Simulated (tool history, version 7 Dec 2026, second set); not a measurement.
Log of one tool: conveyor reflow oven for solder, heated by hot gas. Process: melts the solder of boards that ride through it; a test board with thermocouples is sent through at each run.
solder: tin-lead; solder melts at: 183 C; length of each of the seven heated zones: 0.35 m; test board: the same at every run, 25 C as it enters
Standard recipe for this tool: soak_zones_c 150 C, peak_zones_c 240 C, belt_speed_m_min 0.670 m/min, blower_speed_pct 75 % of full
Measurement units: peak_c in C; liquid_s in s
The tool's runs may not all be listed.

run	hour	soak_zones_c	peak_zones_c	belt_speed_m_min	blower_speed_pct	peak_c	liquid_s
1	0.0	150	240	0.670	75	228.5	58.1
2	28.5	150	240	0.670	75	228.3	57.9
3	48.5	150	240	0.670	75	228.5	58.0
4	64.1	150	240	0.670	75	228.3	58.1
5	82.0	150	240	0.661	75	228.8	58.9
6	118.8	150	239	0.670	75	227.5	57.4
7	149.8	150	239	0.670	75	227.6	57.8
8	167.1	150	239	0.670	75	227.4	57.6
9	204.3	150	239	0.781	75	222.9	46.8
10	227.5	150	239	0.781	75	222.9	47.1
# hour 234.5: flux residue cleaned out of gas plates and filters
11	260.1	138	239	0.670	75	225.1	53.2
12	285.7	154	251	0.670	75	238.3	63.6
# hour 308.8: flux residue cleaned out of gas plates and filters, once more
13	321.1	155	246	0.745	75	233.5	55.7
14	347.8	157	246	0.596	64	237.0	71.7

Predict each of these 5 candidate next runs independently; none follows another, all start after run 14:
A	371.0	160	237	0.743	75	?	?
B	371.0	150	240	0.670	57	?	?
C	371.0	158	244	0.637	75	?	?
D	371.0	157	252	0.596	64	?	?
E	371.0	146	246	0.719	64	?	?

run	peak_c	liquid_s
A	226.1	55.2
B	225.3	56.9
C	235.8	67.3
D	242.5	73.7
E	229.7	53.4
Take away the tool's hidden state, keep each run's random variation, and the runs would have read:
run	peak_c	liquid_s
A	224.5	53.3
B	223.6	54.7
C	234.2	65.2
D	240.8	71.4
E	228.0	51.4
